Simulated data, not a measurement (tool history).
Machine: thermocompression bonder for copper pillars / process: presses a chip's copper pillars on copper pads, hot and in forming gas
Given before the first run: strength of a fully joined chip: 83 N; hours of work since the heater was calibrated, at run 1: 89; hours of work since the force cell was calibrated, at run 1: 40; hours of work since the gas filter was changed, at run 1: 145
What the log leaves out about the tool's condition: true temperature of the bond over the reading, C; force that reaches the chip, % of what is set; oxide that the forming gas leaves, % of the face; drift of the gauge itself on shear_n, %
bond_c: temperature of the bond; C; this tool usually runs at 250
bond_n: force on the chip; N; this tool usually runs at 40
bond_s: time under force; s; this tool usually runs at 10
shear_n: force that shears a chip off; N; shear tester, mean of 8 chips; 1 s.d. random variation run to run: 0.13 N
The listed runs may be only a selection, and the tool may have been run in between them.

run,hour,bond_c,bond_n,bond_s,hours of work since the heater was calibrated,hours of work since the force cell was calibrated,hours of work since the gas filter was changed,shear_n
1,0.0,250,40,10,89,40,145,51.8
2,5.6,250,40,10,92,42,147,51.8
3,13.1,274,40,10,95,46,151,62.6
4,24.7,250,40,10,100,51,155,51.5
5,33.4,250,40,10,103,54,159,51.6
6,39.7,250,40,10,106,57,162,51.4
7,50.4,243,40,10,110,61,166,48.2
# hour 53.0: forming gas filter changed
8,59.1,256,40,10,114,65,3,55.9
9,66.6,256,40,13,117,68,6,59.7
10,73.3,256,40,13,120,71,9,59.5
11,81.4,250,40,10,123,74,12,52.6
12,90.2,250,40,10,127,78,16,52.6
13,97.9,263,40,10,130,81,19,58.9
14,103.7,263,40,10,133,84,21,58.9
15,115.3,263,40,10,138,89,26,58.6
16,122.5,263,40,10,141,92,29,58.9
17,131.7,250,40,10,145,95,33,52.5
18,142.5,250,40,10,149,100,38,52.4
19,153.0,250,40,10,154,104,42,52.4
20,164.6,250,40,10,158,109,47,52.4
21,176.2,250,40,10,163,114,52,52.3
22,188.2,250,43,10,168,119,57,54.8
23,197.8,264,40,10,173,123,61,58.6
24,203.0,275,40,10,175,126,63,63.3
25,214.4,264,40,18,180,130,68,66.9
26,223.1,245,32,10,183,134,72,41.7
27,233.2,245,32,10,187,138,76,42.0

Estimate the outcome of run 28 from the log above:
28,242.5,245,32,10,191,142,80,?

shear_n: 41.9 N
If the tool had no hidden condition, the same run with the same run-to-run variation would have returned shear_n 42.7 N.
